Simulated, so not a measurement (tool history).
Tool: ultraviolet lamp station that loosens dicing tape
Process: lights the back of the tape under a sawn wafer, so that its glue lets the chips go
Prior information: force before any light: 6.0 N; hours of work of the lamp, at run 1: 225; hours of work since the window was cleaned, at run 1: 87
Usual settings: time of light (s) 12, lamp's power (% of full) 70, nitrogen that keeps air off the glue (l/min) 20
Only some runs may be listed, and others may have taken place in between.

run	hour	time of light (s)	lamp's power (% of full)	nitrogen that keeps air off the glue (l/min)	hours of work of the lamp	hours of work since the window was cleaned	force that peels the tape off (N)	light that reached the tape (mJ/cm²)
1	0.0	12	70	20	225	87	1.142	199
2	23.1	12	70	20	236	98	1.181	197
3	64.8	12	70	20	256	118	1.196	191
4	84.2	12	83	20	265	128	0.880	225
5	128.6	12	83	20	287	149	0.963	220
6	148.3	12	70	11	296	159	1.712	185
7	174.4	12	70	11	309	171	1.835	186
8	212.8	12	90	11	327	190	1.384	232
9	251.8	12	90	8	346	209	1.628	232
# hour 265.9: window cleaned of glue's vapour
10	275.8	12	90	8	358	5	1.268	266
11	315.2	12	90	8	377	24	1.325	257
12	347.4	22	70	20	392	39	0.358	369
13	391.1	22	70	20	414	61	0.388	359
14	434.6	22	70	20	435	82	0.401	354
15	464.2	22	70	20	449	96	0.402	349
16	496.9	22	82	20	465	112	0.303	404
17	520.6	22	82	20	476	123	0.310	399
18	544.8	22	82	20	488	135	0.324	396
19	573.9	22	82	20	502	149	0.322	387
20	596.6	22	82	20	513	160	0.335	384
21	624.8	12	72	7	527	174	2.179	179
22	669.9	12	79	38	548	195	0.835	198
23	700.7	8	88	20	563	210	1.814	141
# hour 711.8: window cleaned of glue's vapour
24	726.3	8	88	20	575	7	1.506	168
25	752.9	8	88	20	588	20	1.580	163
26	783.3	11	88	20	603	35	1.018	218
27	808.1	12	63	15	615	47	1.667	173
28	841.7	8	92	15	631	63	1.788	162
29	873.6	8	92	15	647	78	1.787	160
30	913.4	8	92	15	666	98	1.818	159
31	944.6	8	92	15	681	113	1.887	156
32	965.7	8	92	15	691	123	1.898	153
33	1005.4	24	61	14	710	142	0.717	298
34	1033.5	10	70	14	724	156	2.108	143
35	1054.6	10	70	33	734	166	1.489	137
36	1091.2	11	70	40	752	184	1.187	154

How would selected steps in force that peels the tape off (N) from run to run divide? Give the signed amount a tool lacking its hidden state would still show from settings, what came in and random variation, and the signed amount left for the hidden state, including any gauge scatter that is not in both of the compared results.
Hidden state at play: lamp's light, % of a new lamp's; light that the window lets through, % of a clean one's; drift of the gauge itself on peel_n, %; drift of the gauge itself on dose_mj_cm2, %.
Run 9 -> 10: window cleaned of glue's vapour. force that peels the tape off (N) -0.360: hidden state -0.316, all else -0.044.
Run 20 -> 21: time of light (s) 22 -> 12, lamp's power (% of full) 82 -> 72, nitrogen that keeps air off the glue (l/min) 20 -> 7. force that peels the tape off (N) +1.844: hidden state +0.379, all else +1.465.
Run 21 -> 22: lamp's power (% of full) 72 -> 79, nitrogen that keeps air off the glue (l/min) 7 -> 38. force that peels the tape off (N) -1.344: hidden state -0.164, all else -1.180.
Run 23 -> 24: window cleaned of glue's vapour. force that peels the tape off (N) -0.308: hidden state -0.302, all else -0.006.
Run 33 -> 34: time of light (s) 24 -> 10, lamp's power (% of full) 61 -> 70. force that peels the tape off (N) +1.391: hidden state +0.278, all else +1.113.
